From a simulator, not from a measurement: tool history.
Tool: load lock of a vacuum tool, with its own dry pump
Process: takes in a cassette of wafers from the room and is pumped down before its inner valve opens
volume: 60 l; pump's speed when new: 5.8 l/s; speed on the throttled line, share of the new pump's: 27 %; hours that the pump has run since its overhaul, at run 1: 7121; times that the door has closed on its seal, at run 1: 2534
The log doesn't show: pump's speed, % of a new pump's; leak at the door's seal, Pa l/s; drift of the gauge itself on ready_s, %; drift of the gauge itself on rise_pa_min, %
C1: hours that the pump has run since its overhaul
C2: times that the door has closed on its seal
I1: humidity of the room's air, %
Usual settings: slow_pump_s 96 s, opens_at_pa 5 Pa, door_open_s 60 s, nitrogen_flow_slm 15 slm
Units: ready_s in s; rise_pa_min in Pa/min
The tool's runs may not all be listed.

Run 1, hour 0: usual settings; C1 7121; C2 2534; I1 46.4. Result: ready_s 174.5 s, rise_pa_min 0.036 Pa/min.
Run 2, hour 199: usual settings; C1 7320; C2 3200; I1 44.8. Result: ready_s 173.6 s, rise_pa_min 0.032 Pa/min.
Run 3, hour 395.6: usual settings; C1 7516; C2 3858; I1 43.3. Result: ready_s 173.2 s, rise_pa_min 0.032 Pa/min.
Run 4, hour 580.7: usual settings; C1 7701; C2 4477; I1 43.2. Result: ready_s 174 s, rise_pa_min 0.035 Pa/min.
Run 5, hour 691.4: usual settings but door_open_s 196 s; C1 7812; C2 4847; I1 45.2. Result: ready_s 174.3 s, rise_pa_min 0.072 Pa/min.
Run 6, hour 879.9: usual settings but door_open_s 196 s; C1 8001; C2 5478; I1 44.6. Result: ready_s 175.7 s, rise_pa_min 0.068 Pa/min.
Run 7, hour 1090: usual settings but opens_at_pa 9 Pa; C1 8211; C2 6181; I1 45. Result: ready_s 167.6 s, rise_pa_min 0.031 Pa/min.
Run 8, hour 1246: usual settings but opens_at_pa 9 Pa; C1 8367; C2 6703; I1 47.4. Result: ready_s 169.3 s, rise_pa_min 0.036 Pa/min.
Run 9, hour 1455.9: usual settings but opens_at_pa 9 Pa; C1 8577; C2 7405; I1 50.2. Result: ready_s 168.3 s, rise_pa_min 0.041 Pa/min.
Run 10, hour 1549.4: usual settings; C1 8670; C2 7718; I1 44.7. Result: ready_s 172.7 s, rise_pa_min 0.041 Pa/min.
Run 11, hour 1670.5: usual settings; C1 8791; C2 8123; I1 43.9. Result: ready_s 173.4 s, rise_pa_min 0.032 Pa/min.
Run 12, hour 1789.2: usual settings; C1 8910; C2 8520; I1 46.7. Result: ready_s 173.6 s, rise_pa_min 0.034 Pa/min.
Run 13, hour 1914.5: usual settings; C1 9035; C2 8939; I1 47.8. Result: ready_s 176.2 s, rise_pa_min 0.031 Pa/min.
Run 14, hour 2021.9: usual settings but slow_pump_s 111 s, nitrogen_flow_slm 12 slm; C1 9143; C2 9298; I1 45.7. Result: ready_s 186.4 s, rise_pa_min 0.032 Pa/min.
Run 15, hour 2219.8: usual settings but slow_pump_s 111 s, nitrogen_flow_slm 12 slm; C1 9340; C2 9961; I1 43.4. Result: ready_s 185.7 s, rise_pa_min 0.037 Pa/min.
Run 16, hour 2386: usual settings but slow_pump_s 111 s, nitrogen_flow_slm 12 slm; C1 9507; C2 10516; I1 48.2. Result: ready_s 186.6 s, rise_pa_min 0.04 Pa/min.
Run 17, hour 2495.4: usual settings but slow_pump_s 111 s, nitrogen_flow_slm 12 slm; C1 9616; C2 10882; I1 45.3. Result: ready_s 184.5 s, rise_pa_min 0.038 Pa/min.
Run 18, hour 2670.9: usual settings but opens_at_pa 9 Pa; C1 9792; C2 11470; I1 45.3. Result: ready_s 167.8 s, rise_pa_min 0.039 Pa/min.
Run 19, hour 2854.1: usual settings but opens_at_pa 7 Pa; C1 9975; C2 12082; I1 46.2. Result: ready_s 168.6 s, rise_pa_min 0.037 Pa/min.
Run 20, hour 2971.7: usual settings but slow_pump_s 48 s, opens_at_pa 6 Pa, door_open_s 71 s, nitrogen_flow_slm 21 slm; C1 10092; C2 12476; I1 45.7. Result: ready_s 136 s, rise_pa_min 0.039 Pa/min.
Run 21, hour 3065.8: usual settings but slow_pump_s 48 s, opens_at_pa 4 Pa, door_open_s 80 s, nitrogen_flow_slm 21 slm; C1 10186; C2 12791; I1 44. Result: ready_s 140.5 s, rise_pa_min 0.037 Pa/min.
Run 22, hour 3247.5: usual settings but slow_pump_s 48 s, opens_at_pa 4 Pa, door_open_s 140 s, nitrogen_flow_slm 27 slm; C1 10368; C2 13399; I1 45.7. Result: ready_s 140 s, rise_pa_min 0.045 Pa/min.
Run 23, hour 3442.7: usual settings but slow_pump_s 180 s, opens_at_pa 8 Pa, door_open_s 40 s; C1 10563; C2 14052; I1 44.2. Result: ready_s 230.8 s, rise_pa_min 0.028 Pa/min.
Run 24, hour 3616.3: usual settings but slow_pump_s 188 s, opens_at_pa 9 Pa, door_open_s 52 s, nitrogen_flow_slm 20 slm; C1 10737; C2 14632; I1 45.4. Result: ready_s 234.8 s, rise_pa_min 0.032 Pa/min.
Run 25, hour 3814.7: usual settings but slow_pump_s 188 s, opens_at_pa 9 Pa, door_open_s 52 s, nitrogen_flow_slm 20 slm; C1 10935; C2 15296; I1 46.1. Result: ready_s 235.5 s, rise_pa_min 0.027 Pa/min.
Run 26, hour 3992.3: usual settings but slow_pump_s 52 s, nitrogen_flow_slm 33 slm; C1 11113; C2 15890; I1 43.9. Result: ready_s 141.1 s, rise_pa_min 0.03 Pa/min.

3 ways to go on from here, each from the tool as it stands after run 26. What would each give?
Run A, hour 4141.9: usual settings but door_open_s 27 s, nitrogen_flow_slm 21 slm; C1 11263; C2 16391; I1 42.3. Result: ready_s ?, rise_pa_min ?.
Run B, hour 4141.9: usual settings but opens_at_pa 6 Pa, door_open_s 217 s; C1 11263; C2 16391; I1 45.2. Result: ready_s ?, rise_pa_min ?.
Run C, hour 4141.9: usual settings but slow_pump_s 52 s, opens_at_pa 8 Pa, door_open_s 231 s, nitrogen_flow_slm 33 slm; C1 11263; C2 16391; I1 44. Result: ready_s ?, rise_pa_min ?.

run  ready_s  rise_pa_min
  A    173.8        0.022
  B    171.1        0.081
  C      137        0.059
Without the tool's hidden state the same runs would have given:
run  ready_s  rise_pa_min
  A    173.8        0.022
  B    171.1         0.08
  C    136.9        0.059

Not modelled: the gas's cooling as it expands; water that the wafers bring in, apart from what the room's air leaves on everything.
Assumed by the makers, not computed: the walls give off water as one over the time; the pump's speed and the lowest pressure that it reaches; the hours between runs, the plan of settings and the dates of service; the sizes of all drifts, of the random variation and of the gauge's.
